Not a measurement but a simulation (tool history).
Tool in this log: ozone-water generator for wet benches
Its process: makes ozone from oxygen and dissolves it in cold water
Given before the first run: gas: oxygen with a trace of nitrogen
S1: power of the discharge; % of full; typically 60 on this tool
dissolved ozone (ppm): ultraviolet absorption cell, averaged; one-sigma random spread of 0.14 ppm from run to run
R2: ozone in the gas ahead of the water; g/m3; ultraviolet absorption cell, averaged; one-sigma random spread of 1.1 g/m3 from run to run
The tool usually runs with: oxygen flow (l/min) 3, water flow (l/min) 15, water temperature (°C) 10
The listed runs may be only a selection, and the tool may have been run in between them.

Run 1, hour 0: usual settings. Result: dissolved ozone (ppm) 14.8, R2 202 g/m3.
Run 2, hour 18: usual settings. Result: dissolved ozone (ppm) 14.8, R2 200.5 g/m3.
Run 3, hour 33.2: usual settings. Result: dissolved ozone (ppm) 15, R2 201.2 g/m3.
Run 4, hour 48.7: usual settings. Result: dissolved ozone (ppm) 14.8, R2 200 g/m3.
Run 5, hour 67.3: usual settings but oxygen flow (l/min) 4.07. Result: dissolved ozone (ppm) 16.2, R2 185 g/m3.
Run 6, hour 88.7: usual settings but oxygen flow (l/min) 4.07. Result: dissolved ozone (ppm) 16.4, R2 185.7 g/m3.
Run 7, hour 115.8: usual settings but S1 61 % of full, oxygen flow (l/min) 4.07, water temperature (°C) 5. Result: dissolved ozone (ppm) 17.6, R2 185.4 g/m3.
Run 8, hour 140.2: usual settings but S1 94 % of full, oxygen flow (l/min) 4.52, water flow (l/min) 11, water temperature (°C) 14. Result: dissolved ozone (ppm) 31.6, R2 257.1 g/m3.
Run 9, hour 169.2: usual settings but S1 94 % of full, oxygen flow (l/min) 4.52, water flow (l/min) 11, water temperature (°C) 14. Result: dissolved ozone (ppm) 31.6, R2 253.4 g/m3.
Run 10, hour 192.4: usual settings but oxygen flow (l/min) 1.52, water flow (l/min) 11. Result: dissolved ozone (ppm) 16.4, R2 246.7 g/m3.
Run 11, hour 209.1: usual settings but water flow (l/min) 12, water temperature (°C) 14. Result: dissolved ozone (ppm) 18, R2 197.7 g/m3.

Each row is a separate what-if for the run after 11, all from the same tool condition, not one after another. Results?
Run A, hour 232.4: usual settings but water flow (l/min) 12, water temperature (°C) 14. Result: dissolved ozone (ppm) ?, R2 ?.
Run B, hour 232.4: usual settings but S1 43 % of full, oxygen flow (l/min) 3.41, water flow (l/min) 10. Result: dissolved ozone (ppm) ?, R2 ?.
Run C, hour 232.4: usual settings but water flow (l/min) 12, water temperature (°C) 5. Result: dissolved ozone (ppm) ?, R2 ?.

run  dissolved ozone (ppm)     R2
  A                   18.3    200
  B                     18  145.5
  C                   20.2  202.1
Had the tool no hidden state, the same runs would have come out as:
run  dissolved ozone (ppm)     R2
  A                   18.8  201.1
  B                   18.5    146
  C                   20.8  203.2
